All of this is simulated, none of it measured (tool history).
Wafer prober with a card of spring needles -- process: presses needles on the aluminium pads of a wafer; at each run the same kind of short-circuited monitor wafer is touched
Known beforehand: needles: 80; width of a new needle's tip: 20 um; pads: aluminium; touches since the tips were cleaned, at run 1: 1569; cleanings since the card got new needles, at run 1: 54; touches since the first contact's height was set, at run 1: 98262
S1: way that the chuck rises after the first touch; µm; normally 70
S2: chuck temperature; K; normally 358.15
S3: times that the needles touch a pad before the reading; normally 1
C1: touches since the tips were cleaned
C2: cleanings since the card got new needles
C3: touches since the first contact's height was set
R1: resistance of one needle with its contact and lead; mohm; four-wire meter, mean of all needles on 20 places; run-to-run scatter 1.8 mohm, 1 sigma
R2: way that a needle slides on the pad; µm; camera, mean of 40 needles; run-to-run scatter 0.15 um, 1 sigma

run 1 day=0 | S1=70 S2=358.15 S3=1 | C1=1569 C2=54 C3=98262 | R1=234 R2=13.48
-- day=0.058 tips cleaned on abrasive film
-- day=0.279 tips cleaned on abrasive film
-- day=0.504 tips cleaned on abrasive film
-- day=0.725 tips cleaned on abrasive film
-- day=1.004 tips cleaned on abrasive film
run 2 day=1.162 | S1=70 S2=358.15 S3=1 | C1=1219 C2=59 C3=106996 | R1=231 R2=13.21
-- day=1.275 tips cleaned on abrasive film
-- day=1.496 tips cleaned on abrasive film
-- day=1.721 tips cleaned on abrasive film
-- day=1.942 tips cleaned on abrasive film
run 3 day=2.029 | S1=70 S2=313.15 S3=1 | C1=662 C2=63 C3=113503 | R1=203 R2=13.2
-- day=2.196 tips cleaned on abrasive film
-- day=2.471 tips cleaned on abrasive film
-- day=2.75 tips cleaned on abrasive film
-- day=2.971 tips cleaned on abrasive film
run 4 day=3.062 | S1=70 S2=313.15 S3=1 | C1=696 C2=67 C3=121296 | R1=215 R2=13.21
-- day=3.229 tips cleaned on abrasive film
-- day=3.35 height of the first contact set anew
-- day=3.467 tips cleaned on abrasive film
-- day=3.688 tips cleaned on abrasive film
run 5 day=3.838 | S1=70 S2=313.15 S3=1 | C1=1162 C2=70 C3=3667 | R1=221 R2=14.75
-- day=3.95 tips cleaned on abrasive film
-- day=4.175 tips cleaned on abrasive film
-- day=4.396 tips cleaned on abrasive film
run 6 day=4.408 | S1=70 S2=313.15 S3=1 | C1=103 C2=73 C3=7945 | R1=184 R2=14.42
-- day=4.633 tips cleaned on abrasive film
-- day=4.908 tips cleaned on abrasive film
run 7 day=5.054 | S1=70 S2=313.15 S3=2 | C1=1126 C2=75 C3=12826 | R1=201 R2=14.42
-- day=5.171 tips cleaned on abrasive film
-- day=5.392 tips cleaned on abrasive film
-- day=5.612 tips cleaned on abrasive film
run 8 day=5.638 | S1=70 S2=313.15 S3=2 | C1=192 C2=78 C3=17192 | R1=183 R2=14.65

For run 9, what comes out?
-- day=5.862 tips cleaned on abrasive film
-- day=6.083 tips cleaned on abrasive film
-- day=6.304 tips cleaned on abrasive film
run 9 day=6.517 | S1=87 S2=369.15 S3=1 | C1=1617 C2=81 C3=23819 | R1=? R2=?

{"run 9": {"R1": 218, "R2": 17.68}}
Had the tool carried no hidden state, the very same run would have given R1 182 mohm, R2 17.92 µm.

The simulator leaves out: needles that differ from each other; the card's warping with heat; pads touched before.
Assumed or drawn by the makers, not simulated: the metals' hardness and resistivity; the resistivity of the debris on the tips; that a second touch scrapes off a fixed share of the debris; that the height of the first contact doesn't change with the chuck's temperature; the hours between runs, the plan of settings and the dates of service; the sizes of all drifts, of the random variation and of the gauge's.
